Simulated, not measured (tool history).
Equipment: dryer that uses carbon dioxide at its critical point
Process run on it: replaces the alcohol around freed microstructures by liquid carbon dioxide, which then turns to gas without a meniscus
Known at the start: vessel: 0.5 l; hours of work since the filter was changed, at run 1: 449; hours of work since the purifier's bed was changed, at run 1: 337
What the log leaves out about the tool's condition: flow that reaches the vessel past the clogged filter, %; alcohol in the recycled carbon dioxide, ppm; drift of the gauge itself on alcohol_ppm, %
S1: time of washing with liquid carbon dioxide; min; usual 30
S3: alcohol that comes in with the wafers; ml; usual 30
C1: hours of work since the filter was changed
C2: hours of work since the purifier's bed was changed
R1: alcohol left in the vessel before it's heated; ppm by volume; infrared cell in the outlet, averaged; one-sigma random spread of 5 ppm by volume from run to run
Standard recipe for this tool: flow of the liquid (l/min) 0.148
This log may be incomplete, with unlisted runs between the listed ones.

run 1 day=0 | S1=30 flow_of_the_liquid_(l/min)=0.148 S3=30 | C1=449 C2=337 | R1=82
run 2 day=1.383 | S1=30 flow_of_the_liquid_(l/min)=0.148 S3=30 | C1=470 C2=358 | R1=64
run 3 day=2.267 | S1=30 flow_of_the_liquid_(l/min)=0.212 S3=30 | C1=484 C2=371 | R1=47
run 4 day=3.779 | S1=30 flow_of_the_liquid_(l/min)=0.19 S3=30 | C1=507 C2=395 | R1=56
run 5 day=5.438 | S1=19 flow_of_the_liquid_(l/min)=0.148 S3=30 | C1=533 C2=420 | R1=510
-- day=6.071 inlet filter changed
run 6 day=6.675 | S1=30 flow_of_the_liquid_(l/min)=0.148 S3=30 | C1=9 C2=439 | R1=64
run 7 day=8.375 | S1=30 flow_of_the_liquid_(l/min)=0.148 S3=92 | C1=35 C2=465 | R1=95
run 8 day=9.483 | S1=30 flow_of_the_liquid_(l/min)=0.148 S3=92 | C1=52 C2=482 | R1=90
run 9 day=10.3 | S1=30 flow_of_the_liquid_(l/min)=0.148 S3=92 | C1=65 C2=494 | R1=87
run 10 day=12.1 | S1=30 flow_of_the_liquid_(l/min)=0.168 S3=30 | C1=93 C2=522 | R1=66
run 11 day=13.971 | S1=30 flow_of_the_liquid_(l/min)=0.148 S3=30 | C1=121 C2=551 | R1=81
run 12 day=15.079 | S1=30 flow_of_the_liquid_(l/min)=0.148 S3=30 | C1=138 C2=568 | R1=78
run 13 day=16.592 | S1=30 flow_of_the_liquid_(l/min)=0.148 S3=30 | C1=162 C2=591 | R1=74
run 14 day=18.496 | S1=30 flow_of_the_liquid_(l/min)=0.148 S3=30 | C1=191 C2=620 | R1=86
run 15 day=20.288 | S1=30 flow_of_the_liquid_(l/min)=0.148 S3=30 | C1=218 C2=647 | R1=81
run 16 day=21.746 | S1=30 flow_of_the_liquid_(l/min)=0.148 S3=30 | C1=241 C2=670 | R1=81
run 17 day=23.642 | S1=30 flow_of_the_liquid_(l/min)=0.148 S3=30 | C1=270 C2=699 | R1=91
run 18 day=24.658 | S1=30 flow_of_the_liquid_(l/min)=0.148 S3=30 | C1=285 C2=715 | R1=93
run 19 day=25.679 | S1=30 flow_of_the_liquid_(l/min)=0.148 S3=30 | C1=301 C2=730 | R1=97
run 20 day=26.45 | S1=30 flow_of_the_liquid_(l/min)=0.25 S3=30 | C1=313 C2=742 | R1=86
run 21 day=28.158 | S1=30 flow_of_the_liquid_(l/min)=0.153 S3=30 | C1=339 C2=768 | R1=105
run 22 day=29.325 | S1=30 flow_of_the_liquid_(l/min)=0.153 S3=30 | C1=357 C2=786 | R1=93
run 23 day=30.967 | S1=24 flow_of_the_liquid_(l/min)=0.121 S3=52 | C1=382 C2=811 | R1=592
run 24 day=32.825 | S1=24 flow_of_the_liquid_(l/min)=0.189 S3=88 | C1=411 C2=840 | R1=155
run 25 day=33.967 | S1=42 flow_of_the_liquid_(l/min)=0.097 S3=22 | C1=428 C2=858 | R1=110
run 26 day=35.654 | S1=42 flow_of_the_liquid_(l/min)=0.097 S3=22 | C1=454 C2=883 | R1=126
run 27 day=37.025 | S1=41 flow_of_the_liquid_(l/min)=0.2 S3=30 | C1=475 C2=904 | R1=88
run 28 day=38.583 | S1=27 flow_of_the_liquid_(l/min)=0.212 S3=24 | C1=499 C2=928 | R1=97
run 29 day=39.746 | S1=27 flow_of_the_liquid_(l/min)=0.212 S3=24 | C1=517 C2=946 | R1=99
run 30 day=40.638 | S1=27 flow_of_the_liquid_(l/min)=0.212 S3=24 | C1=531 C2=960 | R1=117
-- day=41.325 inlet filter changed
run 31 day=41.808 | S1=27 flow_of_the_liquid_(l/min)=0.212 S3=24 | C1=7 C2=977 | R1=102
run 32 day=43.246 | S1=27 flow_of_the_liquid_(l/min)=0.212 S3=24 | C1=29 C2=999 | R1=108
run 33 day=44.9 | S1=27 flow_of_the_liquid_(l/min)=0.212 S3=24 | C1=55 C2=1025 | R1=105
run 34 day=45.942 | S1=27 flow_of_the_liquid_(l/min)=0.212 S3=24 | C1=71 C2=1041 | R1=103
run 35 day=47.829 | S1=19 flow_of_the_liquid_(l/min)=0.161 S3=37 | C1=100 C2=1070 | R1=340
run 36 day=49.375 | S1=19 flow_of_the_liquid_(l/min)=0.161 S3=37 | C1=124 C2=1093 | R1=350
run 37 day=51.004 | S1=19 flow_of_the_liquid_(l/min)=0.161 S3=37 | C1=149 C2=1118 | R1=361
run 38 day=52.317 | S1=28 flow_of_the_liquid_(l/min)=0.149 S3=30 | C1=169 C2=1139 | R1=137
run 39 day=53.879 | S1=30 flow_of_the_liquid_(l/min)=0.148 S3=90 | C1=193 C2=1163 | R1=171
run 40 day=54.683 | S1=38 flow_of_the_liquid_(l/min)=0.148 S3=27 | C1=205 C2=1175 | R1=117
-- day=55.962 purifier's bed changed
run 41 day=56.529 | S1=35 flow_of_the_liquid_(l/min)=0.148 S3=30 | C1=231 C2=9 | R1=9
run 42 day=57.342 | S1=35 flow_of_the_liquid_(l/min)=0.148 S3=30 | C1=244 C2=21 | R1=16
run 43 day=59 | S1=42 flow_of_the_liquid_(l/min)=0.148 S3=48 | C1=269 C2=47 | R1=9

3 ways to go on from here, each from the tool as it stands after run 43. What would each give?
run A day=60.683 | S1=25 flow_of_the_liquid_(l/min)=0.114 S3=33 | C1=295 C2=72 | R1=?
run B day=60.683 | S1=48 flow_of_the_liquid_(l/min)=0.12 S3=31 | C1=295 C2=72 | R1=?
run C day=60.683 | S1=27 flow_of_the_liquid_(l/min)=0.148 S3=24 | C1=295 C2=72 | R1=?

run=A R1=358
run=B R1=12
run=C R1=43
What these runs would have given with no unlogged condition in the tool:
run=A R1=259
run=B R1=4
run=C R1=25
